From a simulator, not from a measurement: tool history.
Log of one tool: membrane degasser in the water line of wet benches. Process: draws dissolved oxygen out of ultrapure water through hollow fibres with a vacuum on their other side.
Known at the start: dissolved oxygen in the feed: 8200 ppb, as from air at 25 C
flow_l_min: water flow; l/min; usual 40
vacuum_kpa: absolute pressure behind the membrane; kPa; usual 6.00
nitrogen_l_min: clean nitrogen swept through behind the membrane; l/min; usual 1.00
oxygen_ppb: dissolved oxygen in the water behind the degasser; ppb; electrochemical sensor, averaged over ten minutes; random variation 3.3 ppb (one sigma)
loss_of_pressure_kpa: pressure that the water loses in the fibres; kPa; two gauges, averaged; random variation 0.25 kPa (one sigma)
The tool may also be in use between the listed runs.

Run 1, hour 0.0: usual settings. Result: oxygen_ppb 334.0 ppb, loss_of_pressure_kpa 65.42 kPa.
Run 2, hour 229.6: usual settings but vacuum_kpa 11.15 kPa. Result: oxygen_ppb 709.7 ppb, loss_of_pressure_kpa 65.18 kPa.
Run 3, hour 387.6: usual settings but vacuum_kpa 11.15 kPa. Result: oxygen_ppb 700.4 ppb, loss_of_pressure_kpa 65.27 kPa.
Run 4, hour 616.4: usual settings but vacuum_kpa 11.15 kPa. Result: oxygen_ppb 691.2 ppb, loss_of_pressure_kpa 65.46 kPa.
Run 5, hour 760.2: usual settings but vacuum_kpa 11.15 kPa. Result: oxygen_ppb 705.0 ppb, loss_of_pressure_kpa 65.03 kPa.
Run 6, hour 893.1: usual settings. Result: oxygen_ppb 333.2 ppb, loss_of_pressure_kpa 65.32 kPa.
Run 7, hour 1016.4: usual settings. Result: oxygen_ppb 332.1 ppb, loss_of_pressure_kpa 65.10 kPa.
Run 8, hour 1170.7: usual settings. Result: oxygen_ppb 332.1 ppb, loss_of_pressure_kpa 65.31 kPa.
Run 9, hour 1311.5: usual settings but vacuum_kpa 4.09 kPa. Result: oxygen_ppb 186.3 ppb, loss_of_pressure_kpa 65.26 kPa.
Run 10, hour 1567.7: usual settings but vacuum_kpa 4.09 kPa. Result: oxygen_ppb 186.0 ppb, loss_of_pressure_kpa 65.62 kPa.
Run 11, hour 1813.2: usual settings. Result: oxygen_ppb 333.7 ppb, loss_of_pressure_kpa 65.47 kPa.
Run 12, hour 2010.5: usual settings. Result: oxygen_ppb 335.2 ppb, loss_of_pressure_kpa 65.73 kPa.
Run 13, hour 2239.4: usual settings. Result: oxygen_ppb 331.9 ppb, loss_of_pressure_kpa 65.70 kPa.
Run 14, hour 2381.4: usual settings but flow_l_min 27 l/min, vacuum_kpa 6.26 kPa, nitrogen_l_min 0.93 l/min. Result: oxygen_ppb 213.6 ppb, loss_of_pressure_kpa 44.29 kPa.
Run 15, hour 2607.9: usual settings but flow_l_min 53 l/min, vacuum_kpa 6.61 kPa. Result: oxygen_ppb 573.9 ppb, loss_of_pressure_kpa 87.70 kPa.
Run 16, hour 2818.1: usual settings but flow_l_min 53 l/min, vacuum_kpa 6.61 kPa. Result: oxygen_ppb 567.0 ppb, loss_of_pressure_kpa 87.48 kPa.
Run 17, hour 2947.0: usual settings but vacuum_kpa 4.94 kPa, nitrogen_l_min 1.06 l/min. Result: oxygen_ppb 249.1 ppb, loss_of_pressure_kpa 65.90 kPa.
Run 18, hour 3194.2: usual settings but flow_l_min 34 l/min, vacuum_kpa 3.92 kPa, nitrogen_l_min 1.73 l/min. Result: oxygen_ppb 101.6 ppb, loss_of_pressure_kpa 55.66 kPa.
Run 19, hour 3385.8: usual settings but flow_l_min 60 l/min, vacuum_kpa 5.10 kPa, nitrogen_l_min 2.13 l/min. Result: oxygen_ppb 442.4 ppb, loss_of_pressure_kpa 99.07 kPa.
Run 20, hour 3635.1: usual settings but flow_l_min 37 l/min, nitrogen_l_min 1.08 l/min. Result: oxygen_ppb 283.9 ppb, loss_of_pressure_kpa 60.86 kPa.
Run 21, hour 3923.7: usual settings but flow_l_min 28 l/min, vacuum_kpa 5.62 kPa, nitrogen_l_min 1.11 l/min. Result: oxygen_ppb 166.0 ppb, loss_of_pressure_kpa 46.04 kPa.
Run 22, hour 4044.2: usual settings but flow_l_min 28 l/min, vacuum_kpa 13.73 kPa, nitrogen_l_min 0.84 l/min. Result: oxygen_ppb 708.5 ppb, loss_of_pressure_kpa 46.40 kPa.
Run 23, hour 4264.2: usual settings but flow_l_min 28 l/min, vacuum_kpa 13.73 kPa, nitrogen_l_min 0.84 l/min. Result: oxygen_ppb 701.9 ppb, loss_of_pressure_kpa 46.18 kPa.
Run 24, hour 4525.4: usual settings but flow_l_min 34 l/min, vacuum_kpa 5.32 kPa, nitrogen_l_min 0.70 l/min. Result: oxygen_ppb 258.4 ppb, loss_of_pressure_kpa 56.64 kPa.
Run 25, hour 4709.5: usual settings but flow_l_min 34 l/min, vacuum_kpa 5.87 kPa, nitrogen_l_min 0.92 l/min. Result: oxygen_ppb 267.3 ppb, loss_of_pressure_kpa 56.18 kPa.

Taken out of this log: 1 entry between the listed runs. Where each belongs, and how the hidden state differs across it:
Between runs 3 and 4: vacuum gauge calibrated (hour 596.4)
  true pressure behind the membrane over the reading, kPa: 0.01 -> 0; drift of the gauge itself on loss_of_pressure_kpa, %: 0.11 -> 0.17
  measured less the result without the state, loss_of_pressure_kpa: +0.09 -> +0.13 kPa

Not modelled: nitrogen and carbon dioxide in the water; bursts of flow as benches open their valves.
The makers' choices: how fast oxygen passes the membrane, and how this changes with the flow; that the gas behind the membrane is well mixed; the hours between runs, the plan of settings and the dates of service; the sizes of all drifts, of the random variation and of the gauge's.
